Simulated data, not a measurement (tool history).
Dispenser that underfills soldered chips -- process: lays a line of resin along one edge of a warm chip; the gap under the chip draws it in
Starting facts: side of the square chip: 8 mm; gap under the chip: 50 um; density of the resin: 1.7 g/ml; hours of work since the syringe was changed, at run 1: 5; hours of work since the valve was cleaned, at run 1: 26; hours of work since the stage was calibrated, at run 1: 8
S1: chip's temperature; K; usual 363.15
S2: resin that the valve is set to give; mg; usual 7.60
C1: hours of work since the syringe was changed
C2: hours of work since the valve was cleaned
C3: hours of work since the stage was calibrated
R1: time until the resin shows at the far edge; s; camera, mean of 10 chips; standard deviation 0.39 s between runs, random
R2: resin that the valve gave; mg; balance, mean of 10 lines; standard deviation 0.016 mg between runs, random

| run | hour | S1 | S2 | C1 | C2 | C3 | R1 | R2 |
|---|---|---|---|---|---|---|---|---|
| 1 | 0.0 | 363.15 | 7.60 | 5 | 26 | 8 | 36.1 | 7.45 |
| 2 | 3.9 | 358.15 | 7.60 | 8 | 28 | 10 | 48.8 | 7.45 |
| 3 | 7.5 | 359.15 | 7.60 | 10 | 31 | 13 | 55.6 | 7.44 |
|  | 9.4 | new syringe of resin |
| 4 | 12.8 | 375.15 | 7.60 | 2 | 34 | 16 | 20.3 | 7.42 |
| 5 | 18.3 | 357.15 | 7.60 | 6 | 37 | 19 | 44.0 | 7.37 |
| 6 | 21.2 | 357.15 | 7.60 | 7 | 39 | 21 | 48.9 | 7.37 |
|  | 27.0 | dispensing valve cleaned and set on the balance |
| 7 | 27.0 | 357.15 | 7.60 | 11 | 0 | 24 | 61.1 | 7.57 |
|  | 27.6 | new syringe of resin |
| 8 | 31.6 | 357.15 | 7.60 | 3 | 3 | 27 | 35.9 | 7.57 |
| 9 | 34.2 | 357.15 | 7.60 | 4 | 4 | 29 | 40.3 | 7.58 |
| 10 | 36.6 | 363.15 | 7.60 | 6 | 6 | 30 | 37.8 | 7.57 |
| 11 | 42.0 | 363.15 | 8.76 | 9 | 9 | 34 | 47.4 | 8.68 |
|  | 45.1 | new syringe of resin |
| 12 | 45.3 | 363.15 | 8.76 | 0 | 11 | 35 | 23.9 | 8.70 |
| 13 | 50.8 | 363.15 | 8.76 | 4 | 15 | 39 | 30.5 | 8.68 |
| 14 | 55.2 | 357.15 | 8.76 | 6 | 18 | 42 | 43.6 | 8.63 |
| 15 | 60.2 | 351.15 | 9.25 | 10 | 21 | 45 | 66.9 | 9.12 |
|  | 62.5 | new syringe of resin |
| 16 | 66.4 | 365.15 | 6.66 | 2 | 24 | 49 | 28.1 | 6.54 |
| 17 | 72.5 | 356.15 | 7.30 | 6 | 28 | 53 | 48.3 | 7.15 |
| 18 | 77.0 | 356.15 | 7.30 | 9 | 31 | 55 | 58.3 | 7.15 |
|  | 80.1 | new syringe of resin |
| 19 | 81.8 | 367.15 | 7.66 | 1 | 34 | 58 | 24.5 | 7.51 |
| 20 | 85.0 | 360.15 | 7.60 | 3 | 36 | 60 | 35.0 | 7.42 |
| 21 | 90.8 | 360.15 | 7.60 | 7 | 40 | 64 | 43.5 | 7.40 |
|  | 95.5 | dispensing valve cleaned and set on the balance |
| 22 | 97.6 | 377.15 | 7.37 | 10 | 1 | 68 | 36.7 | 7.35 |
|  | 98.4 | new syringe of resin |
| 23 | 101.8 | 377.15 | 7.37 | 2 | 4 | 70 | 20.5 | 7.34 |
| 24 | 106.0 | 355.15 | 7.12 | 5 | 6 | 73 | 45.1 | 7.12 |
| 25 | 110.9 | 355.15 | 7.12 | 8 | 10 | 76 | 55.4 | 7.05 |

Consider 4 possible next runs. They are alternatives, not a sequence: every one starts from the tool as it was left by run 25. What does each give?
|  | 116.0 | new syringe of resin |
| A | 116.8 | 355.15 | 9.28 | 1 | 13 | 79 | ? | ? |
|  | 116.0 | new syringe of resin |
| B | 116.8 | 375.15 | 7.98 | 1 | 13 | 79 | ? | ? |
|  | 116.0 | new syringe of resin |
| C | 116.8 | 355.15 | 9.65 | 1 | 13 | 79 | ? | ? |
|  | 116.0 | new syringe of resin |
| D | 116.8 | 368.15 | 7.09 | 1 | 13 | 79 | ? | ? |

| run | R1 | R2 |
|---|---|---|
| A | 31.6 | 9.18 |
| B | 18.4 | 7.89 |
| C | 31.0 | 9.58 |
| D | 23.3 | 7.03 |
Without the tool's unlogged condition, the same runs would have read:
| run | R1 | R2 |
|---|---|---|
| A | 30.1 | 9.27 |
| B | 17.6 | 7.97 |
| C | 29.5 | 9.67 |
| D | 22.2 | 7.10 |
